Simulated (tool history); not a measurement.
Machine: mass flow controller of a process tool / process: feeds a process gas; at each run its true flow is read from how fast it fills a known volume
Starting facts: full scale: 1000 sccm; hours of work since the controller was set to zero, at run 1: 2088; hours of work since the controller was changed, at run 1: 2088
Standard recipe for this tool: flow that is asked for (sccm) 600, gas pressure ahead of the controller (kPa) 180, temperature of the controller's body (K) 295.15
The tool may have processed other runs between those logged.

run,day,flow that is asked for (sccm),gas pressure ahead of the controller (kPa),temperature of the controller's body (K),hours of work since the controller was set to zero,hours of work since the controller was changed,true flow (%)
1,0,600,180,295.15,2088,2088,99.45
2,8.188,600,180,295.15,2159,2159,99.52
3,21.396,600,180,295.15,2273,2273,99.37
4,38.3,600,180,295.15,2419,2419,99.09
5,50.029,600,180,295.15,2520,2520,99.11
6,66.896,600,180,295.15,2666,2666,98.82
7,81.942,600,180,295.15,2796,2796,98.9
8,100.417,600,180,295.15,2956,2956,98.58
9,119.138,600,180,295.15,3118,3118,98.5
10,127.175,600,180,295.15,3188,3188,98.49
11,144.983,600,180,294.15,3342,3342,98.21
12,155.638,600,180,295.15,3434,3434,98.16
13,166.333,600,266,295.15,3526,3526,98.44
14,181.254,600,266,295.15,3655,3655,98.2
15,198.258,141,275,295.15,3802,3802,97.77
16,206.917,755,144,309.15,3877,3877,99.06
17,224.429,334,173,302.15,4029,4029,98.05
# day 234.658: gauge calibrated
18,240.058,334,173,302.15,4164,4164,99.91
19,255.225,600,199,295.15,4295,4295,99.39
20,264.129,600,199,295.15,4372,4372,99.38
21,281.596,577,166,295.15,4523,4523,99.09
22,298.288,132,148,293.15,4667,4667,98.48
23,306.654,132,148,293.15,4740,4740,98.37

Each row is a separate what-if for the run after 23, all from the same tool condition, not one after another. Results?
A,325.475,600,233,295.15,4903,4903,?
B,325.475,487,180,305.15,4903,4903,?
C,325.475,171,153,307.15,4903,4903,?

run,true flow (%)
A,98.75
B,99.49
C,99.56
Had the tool no hidden state, the same runs would have come out as:
run,true flow (%)
A,99.5
B,100.25
C,100.34
